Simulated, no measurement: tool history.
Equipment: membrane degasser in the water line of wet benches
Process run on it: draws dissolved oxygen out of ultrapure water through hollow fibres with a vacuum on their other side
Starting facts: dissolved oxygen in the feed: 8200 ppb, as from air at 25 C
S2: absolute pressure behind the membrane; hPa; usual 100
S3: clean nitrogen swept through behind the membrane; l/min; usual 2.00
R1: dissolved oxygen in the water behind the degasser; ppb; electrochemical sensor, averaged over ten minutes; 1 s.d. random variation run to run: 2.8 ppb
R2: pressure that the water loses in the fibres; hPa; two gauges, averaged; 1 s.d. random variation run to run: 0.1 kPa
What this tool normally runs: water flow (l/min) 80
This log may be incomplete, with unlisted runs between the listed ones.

run 1 day=0.000 | water_flow_(l/min)=80 S2=100 S3=2.00 | R1=627.9 R2=343.9
run 2 day=1.733 | water_flow_(l/min)=80 S2=100 S3=2.00 | R1=628.1 R2=345.0
run 3 day=3.254 | water_flow_(l/min)=80 S2=100 S3=2.00 | R1=625.1 R2=343.7
run 4 day=5.942 | water_flow_(l/min)=80 S2=100 S3=2.00 | R1=628.7 R2=344.6
run 5 day=8.704 | water_flow_(l/min)=80 S2=100 S3=1.39 | R1=783.8 R2=342.4
run 6 day=11.425 | water_flow_(l/min)=80 S2=100 S3=1.39 | R1=777.8 R2=342.1
run 7 day=12.658 | water_flow_(l/min)=80 S2=100 S3=2.80 | R1=500.1 R2=344.3
run 8 day=14.142 | water_flow_(l/min)=80 S2=100 S3=2.00 | R1=622.9 R2=344.7
run 9 day=15.496 | water_flow_(l/min)=80 S2=100 S3=2.00 | R1=619.0 R2=344.0
run 10 day=16.879 | water_flow_(l/min)=80 S2=100 S3=2.00 | R1=619.5 R2=344.5
run 11 day=18.746 | water_flow_(l/min)=80 S2=100 S3=2.00 | R1=623.9 R2=345.0
run 12 day=21.617 | water_flow_(l/min)=80 S2=100 S3=2.00 | R1=621.4 R2=344.2
run 13 day=23.121 | water_flow_(l/min)=80 S2=100 S3=0.96 | R1=947.1 R2=343.4
run 14 day=25.867 | water_flow_(l/min)=80 S2=100 S3=0.96 | R1=951.7 R2=344.1
run 15 day=28.250 | water_flow_(l/min)=80 S2=100 S3=0.96 | R1=957.7 R2=344.5
run 16 day=30.462 | water_flow_(l/min)=80 S2=100 S3=0.96 | R1=945.8 R2=344.8
run 17 day=32.642 | water_flow_(l/min)=80 S2=100 S3=1.21 | R1=832.1 R2=342.9
run 18 day=35.167 | water_flow_(l/min)=80 S2=100 S3=1.21 | R1=827.5 R2=342.9
run 19 day=38.083 | water_flow_(l/min)=65 S2=180 S3=1.65 | R1=1092.7 R2=279.4
run 20 day=40.388 | water_flow_(l/min)=58 S2=235 S3=1.60 | R1=1323.5 R2=249.9
run 21 day=41.925 | water_flow_(l/min)=87 S2=64 S3=1.68 | R1=451.6 R2=376.3
run 22 day=44.471 | water_flow_(l/min)=85 S2=64 S3=2.59 | R1=357.5 R2=366.9
run 23 day=47.271 | water_flow_(l/min)=72 S2=109 S3=1.57 | R1=715.5 R2=309.5
run 24 day=49.167 | water_flow_(l/min)=72 S2=109 S3=1.57 | R1=711.2 R2=308.2
run 25 day=51.725 | water_flow_(l/min)=72 S2=109 S3=1.57 | R1=717.1 R2=309.5
run 26 day=53.292 | water_flow_(l/min)=59 S2=194 S3=3.37 | R1=626.2 R2=251.2
run 27 day=55.488 | water_flow_(l/min)=51 S2=100 S3=4.83 | R1=184.2 R2=218.5
run 28 day=57.650 | water_flow_(l/min)=51 S2=100 S3=4.83 | R1=184.8 R2=222.1
run 29 day=60.000 | water_flow_(l/min)=51 S2=151 S3=2.07 | R1=604.6 R2=217.2
run 30 day=62.621 | water_flow_(l/min)=90 S2=133 S3=2.00 | R1=947.0 R2=387.5
run 31 day=65.325 | water_flow_(l/min)=100 S2=133 S3=2.00 | R1=1062.6 R2=429.3

Put back what was entered between runs (1 entry, withheld): which listed runs does each sit between, and how does the hidden state differ from the listed run before to the listed run after?
Between runs 18 and 19: gauge calibrated (day 37.971)
  drift of the gauge itself on oxygen_ppb, %: -2.06 -> -0.01
  measured less the result without the state, R1: -17.3 -> +0.1 ppb
